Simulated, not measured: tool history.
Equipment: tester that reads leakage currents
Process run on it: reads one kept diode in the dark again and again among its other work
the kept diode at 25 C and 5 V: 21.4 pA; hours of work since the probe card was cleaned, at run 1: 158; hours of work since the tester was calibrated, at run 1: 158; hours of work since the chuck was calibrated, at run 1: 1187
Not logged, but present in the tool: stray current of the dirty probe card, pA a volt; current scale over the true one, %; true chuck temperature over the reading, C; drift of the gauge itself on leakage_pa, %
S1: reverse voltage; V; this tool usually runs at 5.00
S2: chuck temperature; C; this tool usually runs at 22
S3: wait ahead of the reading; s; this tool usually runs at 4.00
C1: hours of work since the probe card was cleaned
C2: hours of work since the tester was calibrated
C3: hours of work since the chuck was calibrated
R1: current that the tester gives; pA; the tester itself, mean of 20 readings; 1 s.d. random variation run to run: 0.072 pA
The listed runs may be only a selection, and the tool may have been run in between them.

run	day	S1	S2	S3	C1	C2	C3	R1
1	0.000	5.00	22	4.00	158	158	1187	16.77
2	4.071	5.00	22	4.00	221	221	1250	16.81
3	7.571	5.00	22	4.00	275	275	1304	16.92
4	13.321	5.00	22	4.00	364	364	1393	17.21
5	20.408	5.00	22	4.00	473	473	1502	17.35
6	24.700	5.00	22	4.00	540	540	1569	17.63
7	31.767	5.00	22	4.00	649	649	1678	17.90
8	35.150	5.00	22	4.00	701	701	1730	18.02
9	38.396	5.00	22	4.00	751	751	1780	18.16
10	45.517	5.00	22	4.00	861	861	1890	18.51
11	52.150	5.00	22	4.00	964	964	1993	18.95
# day 56.804: probe card cleaned and baked
12	58.075	5.00	22	4.00	20	1054	2083	15.24
13	63.350	5.00	22	4.00	101	1135	2164	15.57
14	70.133	5.00	22	4.00	206	1240	2269	15.84
# day 72.896: chuck's temperature calibrated
15	76.412	5.00	22	4.00	302	1336	54	18.68
16	82.900	5.00	22	2.31	402	1436	155	19.08
17	86.117	5.00	22	2.31	452	1486	204	19.16
18	90.633	1.21	38	0.32	521	1555	274	25.40
19	94.604	8.64	45	0.52	583	1617	335	124.05
20	97.708	5.00	33	4.00	631	1665	383	40.00
21	104.517	5.00	25	2.31	736	1770	489	24.05
22	110.146	5.00	25	2.31	823	1857	576	24.44
23	116.317	5.00	25	2.31	918	1952	671	24.67
24	122.046	1.17	57	2.23	1007	2041	760	78.87
# day 124.358: probe card cleaned and baked
25	126.879	1.17	57	2.23	39	2114	832	77.54
26	131.762	5.00	24	4.00	114	2189	908	19.75
27	134.858	1.12	55	4.00	162	2237	956	66.49
28	137.983	2.62	55	4.00	211	2285	1004	108.09
29	142.667	1.61	45	1.97	283	2358	1076	43.53
30	146.454	1.61	45	1.97	341	2416	1135	43.30
31	152.175	1.61	45	1.97	430	2505	1223	43.19
32	156.875	14.64	22	4.00	502	2577	1296	35.93
33	163.217	14.64	22	4.00	600	2675	1394	37.16

A few steps of R1 between consecutive runs. Split each: what settings, incoming material and random variation would produce without the hidden state, and what is left over for the hidden state, along with gauge scatter present in only one of the two compared results (measured, and without hidden state):
Run 11 -> 12: probe card cleaned and baked. R1 -3.71 pA: hidden state -3.59, all else -0.12.
Run 18 -> 19: S1 1.21 -> 8.64, S2 38 -> 45, S3 0.32 -> 0.52. R1 +98.65 pA: hidden state +1.74, all else +96.91.
Run 19 -> 20: S1 8.64 -> 5.00, S2 45 -> 33, S3 0.52 -> 4.00. R1 -84.05 pA: hidden state -0.37, all else -83.68.
Run 23 -> 24: S1 5.00 -> 1.17, S2 25 -> 57, S3 2.31 -> 2.23. R1 +54.20 pA: hidden state -4.64, all else +58.84.
Run 28 -> 29: S1 2.62 -> 1.61, S2 55 -> 45, S3 4.00 -> 1.97. R1 -64.56 pA: hidden state +2.92, all else -67.48.
Run 31 -> 32: S1 1.61 -> 14.64, S2 45 -> 22, S3 1.97 -> 4.00. R1 -7.26 pA: hidden state +5.76, all else -13.02.

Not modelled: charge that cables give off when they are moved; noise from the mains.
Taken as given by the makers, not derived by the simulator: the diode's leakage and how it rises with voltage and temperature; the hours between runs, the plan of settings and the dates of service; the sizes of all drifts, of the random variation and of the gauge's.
